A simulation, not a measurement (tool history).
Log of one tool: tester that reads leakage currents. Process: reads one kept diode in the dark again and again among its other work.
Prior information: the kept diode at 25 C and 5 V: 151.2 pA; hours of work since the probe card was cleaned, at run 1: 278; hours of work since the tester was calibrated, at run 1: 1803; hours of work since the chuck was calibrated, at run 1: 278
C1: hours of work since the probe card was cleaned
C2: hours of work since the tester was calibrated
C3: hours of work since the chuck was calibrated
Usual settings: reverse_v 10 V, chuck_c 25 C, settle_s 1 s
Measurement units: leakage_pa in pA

run 1 day=0 | reverse_v=10 chuck_c=25 settle_s=1 | C1=278 C2=1803 C3=278 | leakage_pa=194.84
run 2 day=7.046 | reverse_v=10 chuck_c=25 settle_s=1 | C1=382 C2=1908 C3=382 | leakage_pa=194.33
run 3 day=14.783 | reverse_v=10 chuck_c=25 settle_s=1 | C1=497 C2=2022 C3=497 | leakage_pa=194.48
run 4 day=18.929 | reverse_v=10 chuck_c=25 settle_s=1 | C1=559 C2=2084 C3=559 | leakage_pa=194.53
run 5 day=26.279 | reverse_v=10 chuck_c=25 settle_s=1 | C1=667 C2=2193 C3=667 | leakage_pa=194.36
-- day=26.954 tester calibrated
run 6 day=30.554 | reverse_v=10 chuck_c=25 settle_s=1 | C1=730 C2=53 C3=730 | leakage_pa=190.29
run 7 day=36.012 | reverse_v=10 chuck_c=25 settle_s=1 | C1=810 C2=134 C3=810 | leakage_pa=190.99
run 8 day=42.65 | reverse_v=10 chuck_c=25 settle_s=1 | C1=909 C2=233 C3=909 | leakage_pa=189.54
-- day=43.15 chuck's temperature calibrated
run 9 day=49.879 | reverse_v=10 chuck_c=25 settle_s=1 | C1=1015 C2=338 C3=100 | leakage_pa=186.3
run 10 day=57.654 | reverse_v=10 chuck_c=25 settle_s=1 | C1=1130 C2=454 C3=215 | leakage_pa=187.17
-- day=59.917 chuck's temperature calibrated, once more
run 11 day=62.588 | reverse_v=10 chuck_c=25 settle_s=1 | C1=1202 C2=526 C3=40 | leakage_pa=207.26
run 12 day=68.846 | reverse_v=1.1 chuck_c=25 settle_s=6.82 | C1=1294 C2=618 C3=132 | leakage_pa=94.19
run 13 day=73.504 | reverse_v=1.1 chuck_c=25 settle_s=6.82 | C1=1364 C2=687 C3=201 | leakage_pa=93.51
run 14 day=78.362 | reverse_v=2.3 chuck_c=28 settle_s=4.53 | C1=1435 C2=759 C3=273 | leakage_pa=160.53
run 15 day=84.8 | reverse_v=10 chuck_c=48 settle_s=0.32 | C1=1531 C2=855 C3=369 | leakage_pa=1524.5

Each run again, without the hidden state but with its own random variation kept:
The hidden state here: stray current of the dirty probe card, pA a volt; current scale over the true one, %; true chuck temperature over the reading, C; drift of the gauge itself on leakage_pa, %.
run=1 leakage_pa=192.16
run=2 leakage_pa=191.82
run=3 leakage_pa=192.19
run=4 leakage_pa=192.39
run=5 leakage_pa=192.41
run=6 leakage_pa=192.04
run=7 leakage_pa=192.85
run=8 leakage_pa=191.44
run=9 leakage_pa=191.58
run=10 leakage_pa=192.64
run=11 leakage_pa=191.78
run=12 leakage_pa=90.9
run=13 leakage_pa=90.51
run=14 leakage_pa=155.42
run=15 leakage_pa=1497.5
